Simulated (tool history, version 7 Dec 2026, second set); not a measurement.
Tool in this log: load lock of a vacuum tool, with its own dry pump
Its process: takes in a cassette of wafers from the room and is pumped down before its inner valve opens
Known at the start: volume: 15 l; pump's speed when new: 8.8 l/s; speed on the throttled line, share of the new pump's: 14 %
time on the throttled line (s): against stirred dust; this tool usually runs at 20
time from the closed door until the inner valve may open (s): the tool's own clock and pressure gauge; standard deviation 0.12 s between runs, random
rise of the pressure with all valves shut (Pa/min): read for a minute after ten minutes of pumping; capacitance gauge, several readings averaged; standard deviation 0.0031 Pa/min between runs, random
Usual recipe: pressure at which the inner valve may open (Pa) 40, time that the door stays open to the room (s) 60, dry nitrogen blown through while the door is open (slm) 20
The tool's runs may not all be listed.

run,hour,time on the throttled line (s),pressure at which the inner valve may open (Pa),time that the door stays open to the room (s),dry nitrogen blown through while the door is open (slm),"incoming humidity of the room's air, %",time from the closed door until the inner valve may open (s),rise of the pressure with all valves shut (Pa/min)
1,0.0,20,40,60,20,44.2,30.8,0.109
2,451.1,20,40,60,12,45.0,30.7,0.123
3,721.2,20,40,60,20,44.0,30.9,0.120
4,1107.0,20,40,60,20,44.5,31.0,0.125
5,1463.2,20,40,60,20,48.0,31.1,0.126
6,1912.9,20,40,60,20,49.7,31.0,0.134
7,2202.7,20,40,60,20,46.2,31.5,0.130
8,2440.0,20,40,60,20,46.8,31.2,0.133
9,2889.2,20,40,60,20,45.1,31.4,0.135
10,3145.1,20,40,60,20,44.6,31.5,0.146
11,3390.4,20,40,27,20,45.3,31.6,0.122
12,3765.4,20,40,27,20,47.0,31.5,0.123
13,4106.2,12,40,27,20,43.5,24.7,0.127
14,4410.5,12,40,27,20,47.9,24.8,0.139
15,4798.5,12,40,27,20,46.6,25.1,0.136
16,5132.3,12,40,27,20,46.3,25.1,0.149
17,5453.8,12,40,27,20,46.5,25.0,0.154
18,5915.7,22,40,60,20,46.9,33.5,0.183
19,6395.5,27,40,60,8,48.6,38.3,0.214
20,6901.5,12,76,90,10,43.9,24.2,0.228
21,7234.6,29,44,33,20,46.1,39.7,0.175
22,7468.1,11,44,33,20,48.4,24.5,0.187
23,7716.6,11,53,151,20,46.2,24.0,0.249

Expected results for the next run?
24,7934.3,11,53,151,20,46.2,?,?

For run 24 the tool returned time from the closed door until the inner valve may open (s) 24.2, rise of the pressure with all valves shut (Pa/min) 0.251.
Were there no unlogged condition in the tool, this run, its random variation unchanged, would have produced time from the closed door until the inner valve may open (s) 22.4, rise of the pressure with all valves shut (Pa/min) 0.111.
